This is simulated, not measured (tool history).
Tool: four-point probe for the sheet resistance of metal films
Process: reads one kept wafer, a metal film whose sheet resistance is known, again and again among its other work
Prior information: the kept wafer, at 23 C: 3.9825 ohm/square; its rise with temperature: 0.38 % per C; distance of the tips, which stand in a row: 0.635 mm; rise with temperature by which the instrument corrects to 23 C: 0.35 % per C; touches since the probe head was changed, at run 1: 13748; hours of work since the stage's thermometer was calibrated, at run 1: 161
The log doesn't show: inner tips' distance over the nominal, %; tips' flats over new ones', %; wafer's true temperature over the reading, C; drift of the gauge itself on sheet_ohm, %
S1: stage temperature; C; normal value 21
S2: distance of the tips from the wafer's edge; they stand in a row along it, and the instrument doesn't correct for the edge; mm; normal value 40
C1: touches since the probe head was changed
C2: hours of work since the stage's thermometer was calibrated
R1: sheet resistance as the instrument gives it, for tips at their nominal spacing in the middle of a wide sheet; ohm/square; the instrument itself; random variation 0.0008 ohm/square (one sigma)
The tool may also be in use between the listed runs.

| run | hour | S1 | S2 | C1 | C2 | R1 |
|---|---|---|---|---|---|---|
| 1 | 0.0 | 21 | 40 | 13748 | 161 | 3.976282 |
| 2 | 67.5 | 21 | 14 | 14694 | 201 | 3.979829 |
| 3 | 150.6 | 21 | 14 | 15860 | 252 | 3.979136 |
| 4 | 202.3 | 21 | 14 | 16585 | 283 | 3.980540 |
| 5 | 254.6 | 21 | 14 | 17318 | 314 | 3.980190 |
| 6 | 309.2 | 20 | 40 | 18083 | 347 | 3.974361 |
| 7 | 364.9 | 31 | 40 | 18864 | 381 | 3.986019 |
| 8 | 416.4 | 31 | 11 | 19586 | 412 | 3.994009 |
| 9 | 473.6 | 30 | 40 | 20388 | 446 | 3.984520 |
| 10 | 526.3 | 30 | 40 | 21127 | 478 | 3.984536 |
| 11 | 572.5 | 30 | 40 | 21775 | 506 | 3.985658 |
| 12 | 634.0 | 30 | 40 | 22637 | 543 | 3.984714 |
| 13 | 709.2 | 30 | 40 | 23691 | 588 | 3.983602 |
| 14 | 760.3 | 30 | 40 | 24408 | 619 | 3.984664 |
| 15 | 846.7 | 30 | 40 | 25618 | 671 | 3.984339 |
| 16 | 888.1 | 21 | 40 | 26199 | 696 | 3.973554 |
| 17 | 948.3 | 21 | 9 | 27044 | 732 | 3.984481 |
| 18 | 1001.4 | 33 | 40 | 27788 | 764 | 3.986717 |
| 19 | 1079.3 | 33 | 40 | 28880 | 811 | 3.985794 |
| 20 | 1155.1 | 33 | 40 | 29942 | 856 | 3.984954 |
| 21 | 1219.1 | 33 | 40 | 30840 | 895 | 3.987000 |
| 22 | 1265.9 | 21 | 40 | 31495 | 923 | 3.974276 |
| 23 | 1313.2 | 23 | 11 | 32159 | 952 | 3.982997 |
| 24 | 1383.2 | 30 | 4 | 33140 | 994 | 4.036225 |
| 25 | 1448.1 | 22 | 16 | 34050 | 1033 | 3.976303 |
| 26 | 1529.3 | 21 | 10 | 35188 | 1082 | 3.980708 |
| 27 | 1609.9 | 21 | 10 | 36318 | 1130 | 3.980547 |
| 28 | 1673.2 | 21 | 10 | 37205 | 1168 | 3.981181 |
| 29 | 1725.2 | 29 | 7 | 37936 | 1200 | 3.998822 |
| 30 | 1811.5 | 23 | 13 | 39145 | 1252 | 3.977539 |
| 31 | 1855.9 | 23 | 13 | 39767 | 1278 | 3.977416 |
| 32 | 1938.2 | 33 | 8 | 40921 | 1328 | 3.998314 |
| 33 | 1987.2 | 33 | 8 | 41608 | 1357 | 3.997270 |
| 34 | 2063.1 | 25 | 8 | 42672 | 1403 | 3.987605 |
| 35 | 2113.4 | 22 | 32 | 43377 | 1433 | 3.972820 |
| 36 | 2171.2 | 22 | 32 | 44188 | 1468 | 3.972885 |
| 37 | 2227.3 | 22 | 32 | 44974 | 1502 | 3.972279 |
| 38 | 2299.7 | 22 | 32 | 45989 | 1545 | 3.972156 |
| 39 | 2351.3 | 29 | 3 | 46712 | 1577 | 4.072361 |
| 40 | 2389.2 | 19 | 40 | 47244 | 1599 | 3.966836 |
| 41 | 2433.6 | 20 | 6 | 47866 | 1626 | 3.993268 |
| 42 | 2495.5 | 20 | 6 | 48734 | 1663 | 3.991885 |
| 43 | 2570.0 | 31 | 4 | 49779 | 1708 | 4.032881 |
| 44 | 2652.3 | 23 | 19 | 50933 | 1758 | 3.974243 |

Predict each of these 3 candidate next runs independently; none follows another, all start after run 44:
| A | 2734.1 | 30 | 19 | 52080 | 1807 | ? |
| B | 2734.1 | 27 | 8 | 52080 | 1807 | ? |
| C | 2734.1 | 21 | 7 | 52080 | 1807 | ? |

| run | R1 |
|---|---|
| A | 3.980145 |
| B | 3.988530 |
| C | 3.986082 |
Without the tool's unlogged condition, the same runs would have read:
| run | R1 |
|---|---|
| A | 3.991490 |
| B | 3.999842 |
| C | 3.997274 |
